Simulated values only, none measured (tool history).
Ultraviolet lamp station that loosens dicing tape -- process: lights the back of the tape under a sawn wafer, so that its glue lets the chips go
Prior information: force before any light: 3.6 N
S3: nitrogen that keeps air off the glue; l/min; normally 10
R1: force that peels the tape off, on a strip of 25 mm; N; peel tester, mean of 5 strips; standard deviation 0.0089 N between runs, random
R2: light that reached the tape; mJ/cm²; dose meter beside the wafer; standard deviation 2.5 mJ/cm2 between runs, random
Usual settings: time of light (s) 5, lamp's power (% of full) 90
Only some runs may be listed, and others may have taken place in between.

{"run": 1, "hour": 0.0, "time of light (s)": 5, "lamp's power (% of full)": 90, "S3": 10, "R1": 0.418, "R2": 277}
{"run": 2, "hour": 3.8, "time of light (s)": 5, "lamp's power (% of full)": 90, "S3": 10, "R1": 0.419, "R2": 275}
{"run": 3, "hour": 9.3, "time of light (s)": 4, "lamp's power (% of full)": 90, "S3": 10, "R1": 0.606, "R2": 221}
{"run": 4, "hour": 15.2, "time of light (s)": 4, "lamp's power (% of full)": 90, "S3": 10, "R1": 0.606, "R2": 218}
{"run": 5, "hour": 21.5, "time of light (s)": 4, "lamp's power (% of full)": 90, "S3": 10, "R1": 0.61, "R2": 221}
{"run": 6, "hour": 29.9, "time of light (s)": 4, "lamp's power (% of full)": 90, "S3": 10, "R1": 0.604, "R2": 218}
{"run": 7, "hour": 37.1, "time of light (s)": 7, "lamp's power (% of full)": 90, "S3": 10, "R1": 0.249, "R2": 380}
{"run": 8, "hour": 41.8, "time of light (s)": 7, "lamp's power (% of full)": 90, "S3": 10, "R1": 0.244, "R2": 382}
{"run": 9, "hour": 50.7, "time of light (s)": 5, "lamp's power (% of full)": 90, "S3": 10, "R1": 0.436, "R2": 270}
{"run": 10, "hour": 58.3, "time of light (s)": 5, "lamp's power (% of full)": 90, "S3": 10, "R1": 0.439, "R2": 269}
{"run": 11, "hour": 63.7, "time of light (s)": 5, "lamp's power (% of full)": 90, "S3": 10, "R1": 0.42, "R2": 271}
{"run": 12, "hour": 70.7, "time of light (s)": 5, "lamp's power (% of full)": 90, "S3": 10, "R1": 0.427, "R2": 268}
{"run": 13, "hour": 77.3, "time of light (s)": 5, "lamp's power (% of full)": 90, "S3": 10, "R1": 0.442, "R2": 271}
{"run": 14, "hour": 81.6, "time of light (s)": 5, "lamp's power (% of full)": 90, "S3": 10, "R1": 0.46, "R2": 267}
{"run": 15, "hour": 85.2, "time of light (s)": 5, "lamp's power (% of full)": 90, "S3": 10, "R1": 0.432, "R2": 270}
{"run": 16, "hour": 91.3, "time of light (s)": 5, "lamp's power (% of full)": 90, "S3": 10, "R1": 0.459, "R2": 265}
{"run": 17, "hour": 96.4, "time of light (s)": 5, "lamp's power (% of full)": 95, "S3": 10, "R1": 0.405, "R2": 282}
{"run": 18, "hour": 101.4, "time of light (s)": 5, "lamp's power (% of full)": 95, "S3": 10, "R1": 0.415, "R2": 287}
{"run": 19, "hour": 109.3, "time of light (s)": 5, "lamp's power (% of full)": 95, "S3": 10, "R1": 0.416, "R2": 278}
{"hour": 110.4, "done": "window cleaned of glue's vapour"}
{"run": 20, "hour": 114.9, "time of light (s)": 5, "lamp's power (% of full)": 95, "S3": 10, "R1": 0.424, "R2": 280}
{"run": 21, "hour": 120.6, "time of light (s)": 4, "lamp's power (% of full)": 90, "S3": 10, "R1": 0.661, "R2": 209}
{"run": 22, "hour": 126.6, "time of light (s)": 4, "lamp's power (% of full)": 90, "S3": 10, "R1": 0.643, "R2": 210}
{"run": 23, "hour": 133.1, "time of light (s)": 2, "lamp's power (% of full)": 62, "S3": 5, "R1": 2.204, "R2": 72}
{"run": 24, "hour": 138.3, "time of light (s)": 7, "lamp's power (% of full)": 81, "S3": 9, "R1": 0.334, "R2": 330}
{"hour": 141.0, "done": "window cleaned of glue's vapour, once more"}
{"run": 25, "hour": 147.0, "time of light (s)": 5, "lamp's power (% of full)": 71, "S3": 5, "R1": 0.957, "R2": 213}
{"run": 26, "hour": 154.5, "time of light (s)": 2, "lamp's power (% of full)": 69, "S3": 10, "R1": 1.755, "R2": 84}
{"run": 27, "hour": 161.8, "time of light (s)": 2, "lamp's power (% of full)": 69, "S3": 10, "R1": 1.795, "R2": 79}
{"run": 28, "hour": 166.1, "time of light (s)": 7, "lamp's power (% of full)": 90, "S3": 4, "R1": 0.436, "R2": 368}
{"run": 29, "hour": 172.9, "time of light (s)": 5, "lamp's power (% of full)": 90, "S3": 7, "R1": 0.551, "R2": 270}
{"run": 30, "hour": 178.5, "time of light (s)": 5, "lamp's power (% of full)": 90, "S3": 7, "R1": 0.549, "R2": 265}
{"run": 31, "hour": 186.5, "time of light (s)": 8, "lamp's power (% of full)": 90, "S3": 7, "R1": 0.264, "R2": 420}
{"run": 32, "hour": 191.2, "time of light (s)": 2, "lamp's power (% of full)": 60, "S3": 5, "R1": 2.21, "R2": 71}
{"run": 33, "hour": 199.6, "time of light (s)": 2, "lamp's power (% of full)": 66, "S3": 5, "R1": 2.097, "R2": 72}
{"run": 34, "hour": 205.5, "time of light (s)": 7, "lamp's power (% of full)": 77, "S3": 12, "R1": 0.286, "R2": 316}
{"run": 35, "hour": 211.3, "time of light (s)": 5, "lamp's power (% of full)": 78, "S3": 4, "R1": 0.918, "R2": 228}
{"run": 36, "hour": 219.1, "time of light (s)": 6, "lamp's power (% of full)": 90, "S3": 8, "R1": 0.389, "R2": 314}
{"run": 37, "hour": 227.1, "time of light (s)": 4, "lamp's power (% of full)": 90, "S3": 8, "R1": 0.738, "R2": 209}
{"run": 38, "hour": 233.0, "time of light (s)": 5, "lamp's power (% of full)": 90, "S3": 13, "R1": 0.409, "R2": 260}
{"run": 39, "hour": 239.3, "time of light (s)": 5, "lamp's power (% of full)": 86, "S3": 11, "R1": 0.481, "R2": 250}
{"run": 40, "hour": 247.3, "time of light (s)": 5, "lamp's power (% of full)": 85, "S3": 3, "R1": 0.954, "R2": 249}
{"run": 41, "hour": 256.0, "time of light (s)": 5, "lamp's power (% of full)": 85, "S3": 11, "R1": 0.485, "R2": 242}
{"run": 42, "hour": 261.1, "time of light (s)": 5, "lamp's power (% of full)": 68, "S3": 11, "R1": 0.701, "R2": 197}
{"run": 43, "hour": 269.7, "time of light (s)": 10, "lamp's power (% of full)": 90, "S3": 11, "R1": 0.171, "R2": 518}

Difference, measured minus no-hidden-state, one row per run. Run-to-run variation is common to both terms; the gauge's own scatter need not be:
Hidden state present: lamp's light, % of a new lamp's; light that the window lets through, % of a clean one's; drift of the gauge itself on peel_n, %; drift of the gauge itself on dose_mj_cm2, %.
run=1 R1=+0.053 R2=-24
run=2 R1=+0.054 R2=-23
run=3 R1=+0.075 R2=-19
run=4 R1=+0.076 R2=-20
run=5 R1=+0.078 R2=-21
run=6 R1=+0.081 R2=-21
run=7 R1=+0.031 R2=-37
run=8 R1=+0.031 R2=-38
run=9 R1=+0.065 R2=-28
run=10 R1=+0.067 R2=-28
run=11 R1=+0.067 R2=-29
run=12 R1=+0.07 R2=-30
run=13 R1=+0.072 R2=-31
run=14 R1=+0.073 R2=-31
run=15 R1=+0.073 R2=-31
run=16 R1=+0.077 R2=-32
run=17 R1=+0.07 R2=-34
run=18 R1=+0.072 R2=-34
run=19 R1=+0.075 R2=-35
run=20 R1=+0.079 R2=-37
run=21 R1=+0.116 R2=-28
run=22 R1=+0.116 R2=-29
run=23 R1=+0.142 R2=-10
run=24 R1=+0.063 R2=-47
run=25 R1=+0.13 R2=-24
run=26 R1=+0.139 R2=-10
run=27 R1=+0.143 R2=-10
run=28 R1=+0.078 R2=-46
run=29 R1=+0.097 R2=-34
run=30 R1=+0.097 R2=-34
run=31 R1=+0.04 R2=-56
run=32 R1=+0.134 R2=-9
run=33 R1=+0.141 R2=-10
run=34 R1=+0.054 R2=-44
run=35 R1=+0.148 R2=-32
run=36 R1=+0.077 R2=-45
run=37 R1=+0.137 R2=-31
run=38 R1=+0.084 R2=-40
run=39 R1=+0.101 R2=-38
run=40 R1=+0.163 R2=-39
run=41 R1=+0.104 R2=-39
run=42 R1=+0.143 R2=-32
run=43 R1=+0.015 R2=-85
